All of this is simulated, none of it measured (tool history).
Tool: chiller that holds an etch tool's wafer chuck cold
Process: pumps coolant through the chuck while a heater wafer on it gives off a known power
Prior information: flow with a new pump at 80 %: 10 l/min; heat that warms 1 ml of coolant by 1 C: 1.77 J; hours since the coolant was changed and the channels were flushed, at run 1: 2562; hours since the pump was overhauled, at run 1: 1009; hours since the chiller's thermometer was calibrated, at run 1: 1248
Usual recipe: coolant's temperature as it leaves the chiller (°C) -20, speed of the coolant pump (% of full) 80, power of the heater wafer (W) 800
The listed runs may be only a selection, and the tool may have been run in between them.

run   hour  coolant's temperature as it leaves the chiller (°C)  speed of the coolant pump (% of full)  power of the heater wafer (W)  hours since the coolant was changed and the channels were flushed  hours since the pump was overhauled  hours since the chiller's thermometer was calibrated  chuck's temperature once it has settled (°C)  how much warmer the coolant comes back (C)
  1    0.0                                                  -20                                     80                            800                                                               2562                                 1009                                                  1248                                         -13.3                                        2.79
  2   89.3                                                  -20                                     80                            800                                                               2651                                 1098                                                  1337                                         -13.5                                        2.79
  3  140.0                                                  -20                                     80                            800                                                               2702                                 1149                                                  1388                                         -13.6                                        2.81
  4  195.9                                                  -20                                     80                            800                                                               2758                                 1205                                                  1444                                         -13.5                                        2.85
  5  264.8                                                  -20                                     80                            800                                                               2827                                 1274                                                  1513                                         -13.5                                        2.85
  6  305.4                                                  -20                                     80                            800                                                               2867                                 1315                                                  1553                                         -13.5                                        2.83
  7  387.4                                                  -20                                     80                            800                                                               2949                                 1397                                                  1635                                         -13.3                                        2.85
     419.4  -- coolant changed, channels flushed
  8  447.5                                                  -16                                     89                            812                                                                 28                                 1451                                                  1690                                         -10.4                                        2.60
  9  516.7                                                  -27                                     80                            640                                                                 97                                 1520                                                  1759                                         -22.2                                        2.29
     522.4  -- chiller's thermometer calibrated
 10  575.0                                                  -27                                     80                            640                                                                155                                 1577                                                    53                                         -22.8                                        2.30
 11  660.1                                                  -30                                     76                           1071                                                                240                                 1662                                                   138                                         -21.6                                        4.13
 12  731.6                                                  -30                                     76                           1071                                                                311                                 1734                                                   209                                         -21.6                                        4.15
     747.4  -- chiller's thermometer calibrated, once more
 13  785.1                                                  -30                                     76                           1071                                                                364                                 1786                                                    38                                         -21.2                                        4.11
 14  841.9                                                  -30                                     76                           1071                                                                420                                 1843                                                    94                                         -21.1                                        4.16

Each row is a separate what-if for the run after 14, all from the same tool condition, not one after another. Results?
  A  902.5                                                  -12                                     86                            441                                                                481                                 1904                                                   155                                             ?                                           ?
  B  902.5                                                  -30                                     76                            749                                                                481                                 1904                                                   155                                             ?                                           ?
  C  902.5                                                  -20                                     72                            800                                                                481                                 1904                                                   155                                             ?                                           ?
  D  902.5                                                  -23                                     72                           1141                                                                481                                 1904                                                   155                                             ?                                           ?
  E  902.5                                                  -17                                     80                            800                                                                481                                 1904                                                   155                                             ?                                           ?

run  chuck's temperature once it has settled (°C)  how much warmer the coolant comes back (C)
  A                                          -8.6                                        1.49
  B                                         -23.7                                        2.84
  C                                         -13.1                                        3.27
  D                                         -13.1                                        4.61
  E                                         -10.5                                        2.93
The same runs, with their run-to-run variation unchanged, on a tool lacking any hidden condition would have given:
run  chuck's temperature once it has settled (°C)  how much warmer the coolant comes back (C)
  A                                          -8.7                                        1.38
  B                                         -24.0                                        2.63
  C                                         -13.4                                        3.04
  D                                         -13.6                                        4.27
  E                                         -10.8                                        2.72
